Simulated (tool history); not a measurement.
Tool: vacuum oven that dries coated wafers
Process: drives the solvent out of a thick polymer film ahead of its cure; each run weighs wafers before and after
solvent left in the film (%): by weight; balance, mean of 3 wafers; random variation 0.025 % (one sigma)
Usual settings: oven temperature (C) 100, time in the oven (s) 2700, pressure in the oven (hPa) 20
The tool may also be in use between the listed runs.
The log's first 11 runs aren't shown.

run   hour  oven temperature (C)  time in the oven (s)  pressure in the oven (hPa)  solvent left in the film (%)
 12    189                   100                  1920                          20                           3.4
 13  208.2                   100                  1920                          20                          3.41
 14  220.6                   100                  1920                          20                          3.42
 15  244.1                   100                  1920                          20                           3.4
 16    254                   100                  1920                          20                          3.43
 17  265.8                   100                  4620                          20                          1.12
 18    280                    95                  1500                        13.4                          5.17
 19  295.6                   100                  3900                        28.9                          1.71
 20  312.1                   107                  4800                        30.7                          1.04
 21  335.8                    96                  3300                        10.6                          1.79
 22  356.5                   112                  3240                        26.4                          0.94
 23  368.2                   112                  3240                        26.4                           0.9
 24  392.2                   112                  4080                        68.1                          1.91
 25  404.5                   112                  4080                        68.1                          1.91
 26  419.2                   112                  4080                        68.1                          1.94
 27  441.1                   108                  2280                        59.1                          2.79
 28  460.6                    92                  2700                          20                          3.56
 29  475.9                    91                  1800                          20                          5.39
 30  495.9                   107                  1800                        36.7                          2.97
 31  506.3                   100                  2520                          36                          3.02
 32  516.9                   111                  3600                        28.9                          0.95
 33  538.6                    95                  4260                        12.4                          1.35
 34  558.3                    87                  1380                        16.4                          7.22

5 ways to go on from here, each from the tool as it stands after run 34. What would each give?
  A  582.9                    87                  4560                        16.4                             ?
  B  582.9                   107                  2760                        16.4                             ?
  C  582.9                   100                  2700                        11.5                             ?
  D  582.9                    87                  1380                        61.8                             ?
  E  582.9                   100                  2700                          22                             ?

run  solvent left in the film (%)
  A                          2.41
  B                          1.21
  C                          1.92
  D                          8.97
  E                          2.28
Without the tool's hidden state the same runs would have given:
run  solvent left in the film (%)
  A                          2.41
  B                          1.21
  C                          1.92
  D                          8.96
  E                          2.28

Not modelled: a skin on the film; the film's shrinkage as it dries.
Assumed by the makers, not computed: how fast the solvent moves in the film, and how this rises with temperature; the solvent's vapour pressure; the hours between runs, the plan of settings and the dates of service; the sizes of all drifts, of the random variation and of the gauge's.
